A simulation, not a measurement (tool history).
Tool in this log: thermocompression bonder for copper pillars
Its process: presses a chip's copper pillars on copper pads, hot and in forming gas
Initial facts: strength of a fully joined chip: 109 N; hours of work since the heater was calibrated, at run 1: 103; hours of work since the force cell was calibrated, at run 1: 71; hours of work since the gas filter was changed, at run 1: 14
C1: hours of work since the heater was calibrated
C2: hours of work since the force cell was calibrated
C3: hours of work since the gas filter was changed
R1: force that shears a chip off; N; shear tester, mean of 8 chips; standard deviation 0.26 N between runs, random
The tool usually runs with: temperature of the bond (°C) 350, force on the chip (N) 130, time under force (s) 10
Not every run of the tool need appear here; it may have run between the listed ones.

{"run": 1, "hour": 0.0, "temperature of the bond (°C)": 350, "force on the chip (N)": 130, "time under force (s)": 10, "C1": 103, "C2": 71, "C3": 14, "R1": 41}
{"run": 2, "hour": 9.7, "temperature of the bond (°C)": 350, "force on the chip (N)": 130, "time under force (s)": 10, "C1": 109, "C2": 77, "C3": 20, "R1": 41}
{"run": 3, "hour": 14.0, "temperature of the bond (°C)": 350, "force on the chip (N)": 130, "time under force (s)": 10, "C1": 112, "C2": 79, "C3": 22, "R1": 41}
{"run": 4, "hour": 19.9, "temperature of the bond (°C)": 350, "force on the chip (N)": 156, "time under force (s)": 10, "C1": 115, "C2": 83, "C3": 26, "R1": 46.1}
{"run": 5, "hour": 25.1, "temperature of the bond (°C)": 350, "force on the chip (N)": 130, "time under force (s)": 10, "C1": 118, "C2": 86, "C3": 29, "R1": 40.6}
{"run": 6, "hour": 29.4, "temperature of the bond (°C)": 350, "force on the chip (N)": 105, "time under force (s)": 10, "C1": 121, "C2": 89, "C3": 32, "R1": 35.1}
{"run": 7, "hour": 34.0, "temperature of the bond (°C)": 350, "force on the chip (N)": 105, "time under force (s)": 10, "C1": 124, "C2": 92, "C3": 35, "R1": 35.4}
{"run": 8, "hour": 41.4, "temperature of the bond (°C)": 350, "force on the chip (N)": 105, "time under force (s)": 10, "C1": 128, "C2": 96, "C3": 39, "R1": 35.6}
{"run": 9, "hour": 50.6, "temperature of the bond (°C)": 350, "force on the chip (N)": 105, "time under force (s)": 10, "C1": 134, "C2": 102, "C3": 45, "R1": 35.1}
{"run": 10, "hour": 54.6, "temperature of the bond (°C)": 350, "force on the chip (N)": 130, "time under force (s)": 10, "C1": 137, "C2": 104, "C3": 47, "R1": 40.7}
{"run": 11, "hour": 61.6, "temperature of the bond (°C)": 350, "force on the chip (N)": 130, "time under force (s)": 10, "C1": 141, "C2": 109, "C3": 52, "R1": 40.6}
{"run": 12, "hour": 67.9, "temperature of the bond (°C)": 350, "force on the chip (N)": 130, "time under force (s)": 10, "C1": 145, "C2": 113, "C3": 56, "R1": 40.7}
{"run": 13, "hour": 74.6, "temperature of the bond (°C)": 350, "force on the chip (N)": 80, "time under force (s)": 10, "C1": 149, "C2": 117, "C3": 60, "R1": 28.6}
{"run": 14, "hour": 82.7, "temperature of the bond (°C)": 350, "force on the chip (N)": 80, "time under force (s)": 10, "C1": 154, "C2": 122, "C3": 65, "R1": 28.3}

Run 15 comes next. What will it give?
{"run": 15, "hour": 88.7, "temperature of the bond (°C)": 350, "force on the chip (N)": 80, "time under force (s)": 10, "C1": 158, "C2": 125, "C3": 68, "R1": "?"}

R1: 28.9 N
With no hidden state in the tool, this same run would have given R1 29.6 N.
